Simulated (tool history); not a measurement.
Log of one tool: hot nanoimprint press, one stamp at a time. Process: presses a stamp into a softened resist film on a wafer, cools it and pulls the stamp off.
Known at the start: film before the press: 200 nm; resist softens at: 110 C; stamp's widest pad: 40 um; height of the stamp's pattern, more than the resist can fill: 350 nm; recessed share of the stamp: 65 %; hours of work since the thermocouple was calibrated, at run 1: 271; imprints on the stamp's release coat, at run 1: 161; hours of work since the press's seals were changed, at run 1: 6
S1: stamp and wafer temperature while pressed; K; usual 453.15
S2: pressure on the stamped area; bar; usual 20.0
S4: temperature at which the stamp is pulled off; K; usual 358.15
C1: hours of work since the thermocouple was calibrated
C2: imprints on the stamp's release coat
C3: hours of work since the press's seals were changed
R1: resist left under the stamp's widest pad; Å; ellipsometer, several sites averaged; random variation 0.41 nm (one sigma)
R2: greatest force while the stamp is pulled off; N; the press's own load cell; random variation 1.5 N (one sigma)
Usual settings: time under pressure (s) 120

run 1 hour=0.0 | S1=453.15 S2=20.0 time_under_pressure_(s)=120 S4=358.15 | C1=271 C2=161 C3=6 | R1=1121 R2=184
run 2 hour=67.8 | S1=453.15 S2=20.0 time_under_pressure_(s)=120 S4=358.15 | C1=303 C2=329 C3=38 | R1=1124 R2=186
-- hour=98.9 plate thermocouple calibrated
run 3 hour=109.5 | S1=453.15 S2=20.0 time_under_pressure_(s)=120 S4=358.15 | C1=5 C2=426 C3=56 | R1=1131 R2=193
run 4 hour=175.7 | S1=453.15 S2=20.0 time_under_pressure_(s)=120 S4=358.15 | C1=36 C2=590 C3=87 | R1=1132 R2=197
-- hour=200.5 stamp cleaned and given a new release coat
run 5 hour=247.6 | S1=453.15 S2=20.0 time_under_pressure_(s)=120 S4=358.15 | C1=67 C2=117 C3=118 | R1=1143 R2=184
run 6 hour=319.5 | S1=453.15 S2=20.0 time_under_pressure_(s)=120 S4=358.15 | C1=100 C2=295 C3=152 | R1=1135 R2=186
run 7 hour=391.2 | S1=453.15 S2=20.0 time_under_pressure_(s)=120 S4=358.15 | C1=134 C2=473 C3=185 | R1=1127 R2=193
-- hour=458.5 stamp cleaned and given a new release coat
run 8 hour=481.1 | S1=453.15 S2=20.0 time_under_pressure_(s)=120 S4=358.15 | C1=173 C2=56 C3=225 | R1=1131 R2=181
run 9 hour=518.7 | S1=453.15 S2=20.0 time_under_pressure_(s)=120 S4=358.15 | C1=191 C2=149 C3=242 | R1=1132 R2=183
run 10 hour=596.2 | S1=453.15 S2=20.0 time_under_pressure_(s)=120 S4=358.15 | C1=227 C2=341 C3=278 | R1=1136 R2=186
run 11 hour=651.0 | S1=445.15 S2=20.0 time_under_pressure_(s)=120 S4=358.15 | C1=253 C2=477 C3=304 | R1=1339 R2=191
-- hour=718.6 stamp cleaned and given a new release coat
run 12 hour=725.1 | S1=453.15 S2=20.0 time_under_pressure_(s)=120 S4=356.15 | C1=285 C2=16 C3=336 | R1=1134 R2=190
-- hour=793.5 plate thermocouple calibrated
run 13 hour=803.2 | S1=453.15 S2=20.0 time_under_pressure_(s)=120 S4=356.15 | C1=5 C2=202 C3=371 | R1=1157 R2=200
run 14 hour=860.8 | S1=453.15 S2=20.0 time_under_pressure_(s)=120 S4=356.15 | C1=32 C2=345 C3=398 | R1=1146 R2=204
run 15 hour=945.3 | S1=453.15 S2=20.0 time_under_pressure_(s)=120 S4=356.15 | C1=71 C2=555 C3=438 | R1=1146 R2=206
-- hour=977.1 stamp cleaned and given a new release coat
run 16 hour=1017.8 | S1=453.15 S2=20.0 time_under_pressure_(s)=120 S4=356.15 | C1=102 C2=101 C3=469 | R1=1160 R2=198
run 17 hour=1084.5 | S1=453.15 S2=20.0 time_under_pressure_(s)=120 S4=356.15 | C1=133 C2=267 C3=500 | R1=1157 R2=199

Run 18 comes next. What will it give?
run 18 hour=1164.7 | S1=457.15 S2=15.2 time_under_pressure_(s)=75 S4=349.15 | C1=171 C2=466 C3=538 | R1=? R2=?

Run 18 gave R1 1361 Å, R2 243 N.
Without the tool's hidden state the same run would have given R1 1351 Å, R2 232 N.
